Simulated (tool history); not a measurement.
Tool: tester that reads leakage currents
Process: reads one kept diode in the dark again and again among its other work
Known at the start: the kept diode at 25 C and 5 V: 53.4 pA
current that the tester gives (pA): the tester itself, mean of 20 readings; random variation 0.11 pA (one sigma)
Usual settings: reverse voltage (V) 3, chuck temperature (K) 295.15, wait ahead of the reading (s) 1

run	hour	reverse voltage (V)	chuck temperature (K)	wait ahead of the reading (s)	current that the tester gives (pA)
1	0	3	295.15	1	42.49
# hour 36.7: chuck's temperature calibrated
2	104.1	3	295.15	1	34.24
3	327.8	3	295.15	1	35.42
# hour 504.3: tester calibrated
4	514.3	3	322.15	1	350.09
5	712.6	3	322.15	0.48	354.12
6	818.8	3	295.15	1	37.33
7	998.4	3	295.15	1	38.32
# hour 1205.8: tester calibrated, once more
8	1230.6	3	295.15	1	39.25
9	1366.3	3	295.15	1	40
10	1544.5	3	295.15	1	40.9
11	1640.9	3	295.15	0.35	43.57
12	1733.8	3	295.15	3.93	40.82
13	1850.1	3	295.15	3.93	41.24
14	1999.8	3	295.15	3.93	42.38
15	2102.8	3.31	295.15	3.87	44.44
16	2226.4	1.35	326.15	1	381.07
17	2407	1.35	320.15	3.7	239.46
18	2539.2	1.35	320.15	3.7	242.27
19	2749.9	2.52	314.15	1	200.89
# hour 2778.7: chuck's temperature calibrated
20	2863.1	3	329.15	1	596.93
21	3011.7	3	293.15	8.83	33.07
22	3232.8	3	312.15	1	161.07
23	3422.9	1.42	306.15	2.99	69.9
24	3575.5	18.35	326.15	0.42	1133.24
25	3746.4	4.38	299.15	9.64	70.11
26	3955.3	8.8	315.15	3.93	354.76
27	4168	8.8	315.15	3.93	359.34

Forecast each of these 4 alternatives for the next run:
A	4293.9	14.26	295.15	1	?
B	4293.9	3	295.15	3.39	?
C	4293.9	2	304.15	4.08	?
D	4293.9	3	320.15	1	?

run	current that the tester gives (pA)
A	115.62
B	44.95
C	74.76
D	327.56
Without the tool's hidden state the same runs would have given:
run	current that the tester gives (pA)
A	69.24
B	32.8
C	62.29
D	290.14
